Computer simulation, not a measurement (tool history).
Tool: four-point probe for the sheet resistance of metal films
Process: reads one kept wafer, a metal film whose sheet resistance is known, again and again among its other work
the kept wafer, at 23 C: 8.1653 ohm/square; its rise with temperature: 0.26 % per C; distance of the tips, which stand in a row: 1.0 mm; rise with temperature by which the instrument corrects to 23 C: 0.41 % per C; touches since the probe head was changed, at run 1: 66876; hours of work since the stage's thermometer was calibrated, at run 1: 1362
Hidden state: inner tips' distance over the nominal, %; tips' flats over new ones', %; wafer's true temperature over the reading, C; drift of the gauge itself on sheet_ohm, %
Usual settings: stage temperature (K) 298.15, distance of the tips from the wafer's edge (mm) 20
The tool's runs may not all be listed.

run	hour	stage temperature (K)	distance of the tips from the wafer's edge (mm)	touches since the probe head was changed	hours of work since the stage's thermometer was calibrated	sheet resistance as the instrument gives it (ohm/square)
1	0.0	298.15	20	66876	1362	8.156794
2	39.4	298.15	20	69533	1393	8.159215
3	70.9	298.15	20	71663	1417	8.157968
4	99.2	298.15	20	73570	1439	8.156842
5	144.7	298.15	20	76644	1474	8.163511
# hour 153.4: stage's thermometer calibrated
6	178.8	298.15	20	78910	20	8.163040
7	209.0	302.15	20	80950	43	8.114774
8	243.2	302.15	20	83261	70	8.117144
9	273.9	302.15	20	85334	93	8.118092
10	309.1	302.15	20	87710	121	8.118268

Run 11 comes next. What will it give?
11	337.8	292.15	5	89648	143	?

sheet resistance as the instrument gives it (ohm/square): 8.406199
Without the tool's hidden state the same run would have given sheet resistance as the instrument gives it (ohm/square) 8.390537.
